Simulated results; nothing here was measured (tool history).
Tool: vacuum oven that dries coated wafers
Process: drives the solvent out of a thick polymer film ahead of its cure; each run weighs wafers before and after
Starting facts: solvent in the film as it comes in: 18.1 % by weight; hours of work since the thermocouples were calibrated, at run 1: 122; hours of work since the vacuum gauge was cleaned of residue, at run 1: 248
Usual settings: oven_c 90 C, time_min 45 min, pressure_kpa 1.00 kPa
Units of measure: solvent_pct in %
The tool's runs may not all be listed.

| run | hour | oven_c | time_min | pressure_kpa | hours of work since the thermocouples were calibrated | hours of work since the vacuum gauge was cleaned of residue | solvent_pct |
|---|---|---|---|---|---|---|---|
| 1 | 0.0 | 90 | 45 | 1.00 | 122 | 248 | 3.51 |
| 2 | 10.4 | 90 | 45 | 1.00 | 130 | 256 | 3.48 |
| 3 | 18.0 | 92 | 45 | 1.00 | 136 | 262 | 3.07 |
| 4 | 30.8 | 92 | 66 | 1.00 | 146 | 272 | 1.77 |
| 5 | 43.7 | 80 | 45 | 1.00 | 156 | 282 | 6.19 |
| 6 | 50.8 | 82 | 45 | 1.00 | 161 | 287 | 5.66 |
| 7 | 60.8 | 90 | 45 | 1.15 | 169 | 295 | 3.57 |
| 8 | 67.8 | 90 | 45 | 3.19 | 174 | 300 | 4.95 |
| 9 | 74.5 | 90 | 45 | 3.19 | 179 | 306 | 4.88 |
| 10 | 83.5 | 90 | 45 | 3.19 | 186 | 313 | 4.89 |
| 11 | 95.6 | 90 | 45 | 3.19 | 196 | 322 | 4.98 |
| 12 | 102.9 | 90 | 45 | 3.19 | 201 | 328 | 4.91 |
| 13 | 116.3 | 90 | 45 | 3.19 | 212 | 338 | 4.88 |
| 14 | 129.4 | 90 | 45 | 1.00 | 222 | 348 | 3.52 |
| 15 | 140.2 | 90 | 45 | 1.00 | 230 | 356 | 3.51 |
| 16 | 151.7 | 90 | 45 | 1.00 | 239 | 365 | 3.55 |
|  | 154.9 | oven's thermocouples calibrated |
| 17 | 168.1 | 105 | 71 | 1.00 | 10 | 376 | 0.55 |
| 18 | 178.7 | 92 | 64 | 1.00 | 18 | 385 | 1.79 |
| 19 | 188.9 | 90 | 41 | 1.42 | 26 | 393 | 4.22 |
| 20 | 197.1 | 83 | 56 | 1.00 | 33 | 399 | 4.37 |
| 21 | 209.9 | 90 | 31 | 0.53 | 43 | 409 | 5.14 |

What will run 22 give?
| 22 | 219.1 | 90 | 37 | 0.53 | 50 | 416 | ? |

solvent_pct: 4.18 %
With no hidden state in the tool, this same run would have given solvent_pct 4.06 %.
